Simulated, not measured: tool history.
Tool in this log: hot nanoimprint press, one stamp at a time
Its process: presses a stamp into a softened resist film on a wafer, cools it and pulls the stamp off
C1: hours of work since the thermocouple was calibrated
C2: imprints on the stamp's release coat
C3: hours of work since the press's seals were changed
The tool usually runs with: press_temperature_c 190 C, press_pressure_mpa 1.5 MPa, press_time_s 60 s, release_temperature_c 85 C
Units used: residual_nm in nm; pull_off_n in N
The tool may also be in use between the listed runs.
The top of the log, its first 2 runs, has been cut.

Run 3, hour 24.7: usual settings but release_temperature_c 86 C; C1 100; C2 143; C3 277. Result: residual_nm 209.4 nm, pull_off_n 156 N.
Run 4, hour 41.4: usual settings but release_temperature_c 86 C; C1 107; C2 189; C3 284. Result: residual_nm 207.1 nm, pull_off_n 155 N.
Run 5, hour 55.4: usual settings but release_temperature_c 86 C; C1 114; C2 226; C3 291. Result: residual_nm 207.3 nm, pull_off_n 159 N.
Run 6, hour 66.5: usual settings but press_pressure_mpa 1.09 MPa, release_temperature_c 86 C; C1 119; C2 256; C3 296. Result: residual_nm 231.3 nm, pull_off_n 159 N.
Run 7, hour 81.4: usual settings but press_pressure_mpa 1.09 MPa, release_temperature_c 86 C; C1 126; C2 297; C3 303. Result: residual_nm 229.5 nm, pull_off_n 166 N.
Run 8, hour 91.9: usual settings but press_pressure_mpa 1.09 MPa, release_temperature_c 86 C; C1 130; C2 325; C3 308. Result: residual_nm 232.3 nm, pull_off_n 166 N.
Run 9, hour 103.6: usual settings but release_temperature_c 80 C; C1 136; C2 357; C3 313. Result: residual_nm 210.4 nm, pull_off_n 173 N.
Run 10, hour 112.9: usual settings; C1 140; C2 382; C3 317. Result: residual_nm 209.3 nm, pull_off_n 170 N.
Run 11, hour 126.1: usual settings but press_temperature_c 197 C; C1 146; C2 418; C3 323. Result: residual_nm 159.4 nm, pull_off_n 167 N.
Run 12, hour 142.5: usual settings but press_temperature_c 197 C; C1 154; C2 462; C3 331. Result: residual_nm 156.8 nm, pull_off_n 166 N.
Run 13, hour 160.1: usual settings; C1 162; C2 510; C3 339. Result: residual_nm 208.3 nm, pull_off_n 179 N.
Run 14, hour 171.3: usual settings; C1 167; C2 540; C3 344. Result: residual_nm 211.7 nm, pull_off_n 181 N.
Run 15, hour 189.2: usual settings; C1 175; C2 589; C3 352. Result: residual_nm 210.6 nm, pull_off_n 182 N.
At hour 192.9: plate thermocouple calibrated.
Run 16, hour 205.8: usual settings; C1 6; C2 626; C3 358. Result: residual_nm 209.8 nm, pull_off_n 184 N.
Run 17, hour 215: usual settings; C1 10; C2 650; C3 362. Result: residual_nm 209.8 nm, pull_off_n 181 N.
At hour 225.5: plate thermocouple calibrated, once more.
Run 18, hour 231.8: usual settings but press_temperature_c 188 C, press_pressure_mpa 1.1 MPa, press_time_s 91 s, release_temperature_c 84 C; C1 3; C2 688; C3 369. Result: residual_nm 212.4 nm, pull_off_n 187 N.
Run 19, hour 244: usual settings but press_temperature_c 188 C, press_pressure_mpa 1.1 MPa, press_time_s 91 s, release_temperature_c 84 C; C1 8; C2 721; C3 374. Result: residual_nm 215.6 nm, pull_off_n 182 N.
Run 20, hour 257: usual settings but release_temperature_c 79 C; C1 14; C2 756; C3 380. Result: residual_nm 203.2 nm, pull_off_n 196 N.
Run 21, hour 273.9: usual settings but press_temperature_c 195 C, press_time_s 68 s, release_temperature_c 73 C; C1 22; C2 802; C3 388. Result: residual_nm 160.9 nm, pull_off_n 202 N.

Predict the results of run 22:
Run 22, hour 284.2: usual settings but press_temperature_c 193 C, press_pressure_mpa 1.18 MPa, press_time_s 33 s, release_temperature_c 73 C; C1 27; C2 830; C3 393. Result: residual_nm ?, pull_off_n ?.

Run 22 yielded residual_nm 234.7 nm, pull_off_n 211 N.
Take away the tool's hidden state, keep the run-to-run variation as it was, and the same run would have given residual_nm 235.4 nm, pull_off_n 163 N.
